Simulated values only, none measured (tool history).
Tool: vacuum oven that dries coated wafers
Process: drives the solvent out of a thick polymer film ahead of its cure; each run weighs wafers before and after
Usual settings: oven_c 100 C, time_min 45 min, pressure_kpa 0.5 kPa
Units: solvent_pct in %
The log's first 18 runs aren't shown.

| run | hour | oven_c | time_min | pressure_kpa | hours of work since the thermocouples were calibrated | hours of work since the vacuum gauge was cleaned of residue | solvent_pct |
|---|---|---|---|---|---|---|---|
| 19 | 768.2 | 100 | 32 | 0.5 | 406 | 965 | 3.91 |
| 20 | 821.2 | 100 | 45 | 0.5 | 432 | 991 | 2.63 |
| 21 | 852.6 | 100 | 45 | 0.5 | 448 | 1006 | 2.64 |
| 22 | 879.3 | 101 | 39 | 0.5 | 461 | 1019 | 3.01 |
| 23 | 921.4 | 100 | 39 | 0.5 | 482 | 1040 | 3.2 |
| 24 | 973.6 | 100 | 64 | 0.345 | 507 | 1065 | 1.38 |
| 25 | 1007.1 | 100 | 25 | 0.53 | 524 | 1082 | 4.82 |
| 26 | 1054.6 | 90 | 45 | 0.449 | 547 | 1105 | 4.14 |
| 27 | 1087.5 | 90 | 30 | 0.266 | 563 | 1121 | 5.79 |
| 28 | 1113.6 | 103 | 37 | 0.5 | 576 | 1134 | 2.91 |
| 29 | 1149.6 | 115 | 36 | 0.762 | 594 | 1152 | 1.54 |
| 30 | 1194.7 | 105 | 26 | 1.18 | 616 | 1174 | 4.31 |
| 31 | 1254 | 105 | 67 | 1.18 | 645 | 1203 | 1.31 |
| 32 | 1312.7 | 105 | 67 | 1.18 | 674 | 1232 | 1.22 |
| 33 | 1357.6 | 88 | 62 | 0.561 | 696 | 1254 | 3.31 |
| 34 | 1398.5 | 94 | 75 | 1.383 | 716 | 1274 | 2.43 |
| 35 | 1446.8 | 112 | 22 | 0.637 | 740 | 1298 | 3.57 |
| 36 | 1489.8 | 101 | 45 | 1.763 | 761 | 1319 | 3.24 |
| 37 | 1526 | 103 | 45 | 0.902 | 778 | 1337 | 2.46 |
| 38 | 1569.5 | 103 | 45 | 0.902 | 800 | 1358 | 2.45 |

Forecast each of these 5 alternatives for the next run:
| A | 1623.1 | 109 | 45 | 0.902 | 826 | 1384 | ? |
| B | 1623.1 | 98 | 36 | 0.682 | 826 | 1384 | ? |
| C | 1623.1 | 113 | 45 | 0.902 | 826 | 1384 | ? |
| D | 1623.1 | 85 | 78 | 1.165 | 826 | 1384 | ? |
| E | 1623.1 | 103 | 51 | 0.419 | 826 | 1384 | ? |

| run | solvent_pct |
|---|---|
| A | 1.58 |
| B | 3.97 |
| C | 1.29 |
| D | 3.66 |
| E | 1.76 |
Without the tool's hidden state the same runs would have given:
| run | solvent_pct |
|---|---|
| A | 1.55 |
| B | 3.93 |
| C | 1.27 |
| D | 3.6 |
| E | 1.73 |
